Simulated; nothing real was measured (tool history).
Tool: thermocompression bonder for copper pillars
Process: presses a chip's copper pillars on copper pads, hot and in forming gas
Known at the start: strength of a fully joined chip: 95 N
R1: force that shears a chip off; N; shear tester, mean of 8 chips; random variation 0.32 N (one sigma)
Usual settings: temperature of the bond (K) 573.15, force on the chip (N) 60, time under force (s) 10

run 1 hour=0 | temperature_of_the_bond_(K)=573.15 force_on_the_chip_(N)=60 time_under_force_(s)=10 | R1=63.7
-- hour=40.8 heater calibrated with a thermocouple chip
run 2 hour=44.6 | temperature_of_the_bond_(K)=573.15 force_on_the_chip_(N)=60 time_under_force_(s)=10 | R1=63.5
run 3 hour=96.2 | temperature_of_the_bond_(K)=573.15 force_on_the_chip_(N)=60 time_under_force_(s)=10 | R1=63.9
run 4 hour=154.2 | temperature_of_the_bond_(K)=573.15 force_on_the_chip_(N)=60 time_under_force_(s)=10 | R1=63.3
run 5 hour=188.8 | temperature_of_the_bond_(K)=575.15 force_on_the_chip_(N)=60 time_under_force_(s)=10 | R1=64.3
run 6 hour=226.7 | temperature_of_the_bond_(K)=575.15 force_on_the_chip_(N)=60 time_under_force_(s)=10 | R1=64
-- hour=253.7 forming gas filter changed
run 7 hour=282.9 | temperature_of_the_bond_(K)=573.15 force_on_the_chip_(N)=66 time_under_force_(s)=10 | R1=67.9
run 8 hour=349.4 | temperature_of_the_bond_(K)=573.15 force_on_the_chip_(N)=66 time_under_force_(s)=10 | R1=68.1
run 9 hour=390 | temperature_of_the_bond_(K)=573.15 force_on_the_chip_(N)=60 time_under_force_(s)=10 | R1=63.6
run 10 hour=440.5 | temperature_of_the_bond_(K)=573.15 force_on_the_chip_(N)=60 time_under_force_(s)=10 | R1=62.7
run 11 hour=511.3 | temperature_of_the_bond_(K)=573.15 force_on_the_chip_(N)=60 time_under_force_(s)=10 | R1=63.4
-- hour=544.8 forming gas filter changed
run 12 hour=563.3 | temperature_of_the_bond_(K)=573.15 force_on_the_chip_(N)=60 time_under_force_(s)=15 | R1=70
run 13 hour=628.7 | temperature_of_the_bond_(K)=573.15 force_on_the_chip_(N)=60 time_under_force_(s)=15 | R1=69.8
run 14 hour=698.2 | temperature_of_the_bond_(K)=573.15 force_on_the_chip_(N)=60 time_under_force_(s)=15 | R1=69.7
run 15 hour=739.6 | temperature_of_the_bond_(K)=573.15 force_on_the_chip_(N)=81 time_under_force_(s)=15 | R1=81.6
run 16 hour=790.8 | temperature_of_the_bond_(K)=573.15 force_on_the_chip_(N)=81 time_under_force_(s)=15 | R1=81.9
-- hour=832 heater calibrated with a thermocouple chip
run 17 hour=832.4 | temperature_of_the_bond_(K)=573.15 force_on_the_chip_(N)=81 time_under_force_(s)=15 | R1=81.5
-- hour=839.4 forming gas filter changed
run 18 hour=865.9 | temperature_of_the_bond_(K)=573.15 force_on_the_chip_(N)=61 time_under_force_(s)=10 | R1=64.6
run 19 hour=911.2 | temperature_of_the_bond_(K)=573.15 force_on_the_chip_(N)=60 time_under_force_(s)=10 | R1=63
run 20 hour=963.9 | temperature_of_the_bond_(K)=555.15 force_on_the_chip_(N)=78 time_under_force_(s)=30 | R1=83.5
run 21 hour=1004.7 | temperature_of_the_bond_(K)=581.15 force_on_the_chip_(N)=78 time_under_force_(s)=30 | R1=88.9
run 22 hour=1075.8 | temperature_of_the_bond_(K)=588.15 force_on_the_chip_(N)=60 time_under_force_(s)=10 | R1=68.1
-- hour=1132.3 forming gas filter changed
run 23 hour=1143.1 | temperature_of_the_bond_(K)=588.15 force_on_the_chip_(N)=60 time_under_force_(s)=10 | R1=68.2
run 24 hour=1182.9 | temperature_of_the_bond_(K)=588.15 force_on_the_chip_(N)=60 time_under_force_(s)=10 | R1=67.8
run 25 hour=1252.1 | temperature_of_the_bond_(K)=589.15 force_on_the_chip_(N)=88 time_under_force_(s)=10 | R1=83
run 26 hour=1322.5 | temperature_of_the_bond_(K)=589.15 force_on_the_chip_(N)=88 time_under_force_(s)=10 | R1=83.6
run 27 hour=1364.4 | temperature_of_the_bond_(K)=573.15 force_on_the_chip_(N)=63 time_under_force_(s)=30 | R1=81.6
run 28 hour=1399.3 | temperature_of_the_bond_(K)=573.15 force_on_the_chip_(N)=60 time_under_force_(s)=7 | R1=56.4
-- hour=1423.8 forming gas filter changed
run 29 hour=1456.5 | temperature_of_the_bond_(K)=567.15 force_on_the_chip_(N)=54 time_under_force_(s)=7 | R1=48.8
run 30 hour=1492.4 | temperature_of_the_bond_(K)=567.15 force_on_the_chip_(N)=54 time_under_force_(s)=7 | R1=48.7
run 31 hour=1530.2 | temperature_of_the_bond_(K)=567.15 force_on_the_chip_(N)=54 time_under_force_(s)=7 | R1=48.7
-- hour=1597.9 gauge calibrated
run 32 hour=1598.7 | temperature_of_the_bond_(K)=569.15 force_on_the_chip_(N)=47 time_under_force_(s)=7 | R1=43.8
-- hour=1623.4 heater calibrated with a thermocouple chip
run 33 hour=1661.8 | temperature_of_the_bond_(K)=572.15 force_on_the_chip_(N)=63 time_under_force_(s)=21 | R1=77.4
run 34 hour=1697 | temperature_of_the_bond_(K)=565.15 force_on_the_chip_(N)=50 time_under_force_(s)=5 | R1=40
-- hour=1718.5 forming gas filter changed
run 35 hour=1759.6 | temperature_of_the_bond_(K)=578.15 force_on_the_chip_(N)=60 time_under_force_(s)=15 | R1=71.7
run 36 hour=1817.3 | temperature_of_the_bond_(K)=548.15 force_on_the_chip_(N)=60 time_under_force_(s)=15 | R1=59.9
run 37 hour=1859.6 | temperature_of_the_bond_(K)=554.15 force_on_the_chip_(N)=60 time_under_force_(s)=18 | R1=65.5
run 38 hour=1915.4 | temperature_of_the_bond_(K)=554.15 force_on_the_chip_(N)=60 time_under_force_(s)=18 | R1=65.7

The same runs without the tool's hidden state, with the same run-to-run variation:
The hidden state here: true temperature of the bond over the reading, C; force that reaches the chip, % of what is set; oxide that the forming gas leaves, % of the face; drift of the gauge itself on shear_n, %.
run=1 R1=63.8
run=2 R1=63.5
run=3 R1=64.1
run=4 R1=63.6
run=5 R1=64.7
run=6 R1=64.5
run=7 R1=68.2
run=8 R1=68.6
run=9 R1=64.1
run=10 R1=63.4
run=11 R1=64.2
run=12 R1=70.6
run=13 R1=70.6
run=14 R1=70.6
run=15 R1=82.8
run=16 R1=83.3
run=17 R1=82.8
run=18 R1=65.4
run=19 R1=63.9
run=20 R1=84.9
run=21 R1=90.5
run=22 R1=69.4
run=23 R1=69.4
run=24 R1=69.1
run=25 R1=84.8
run=26 R1=85.6
run=27 R1=83.6
run=28 R1=57.8
run=29 R1=49.9
run=30 R1=49.8
run=31 R1=49.9
run=32 R1=43.9
run=33 R1=77.7
run=34 R1=40.1
run=35 R1=71.8
run=36 R1=60
run=37 R1=65.8
run=38 R1=66.1
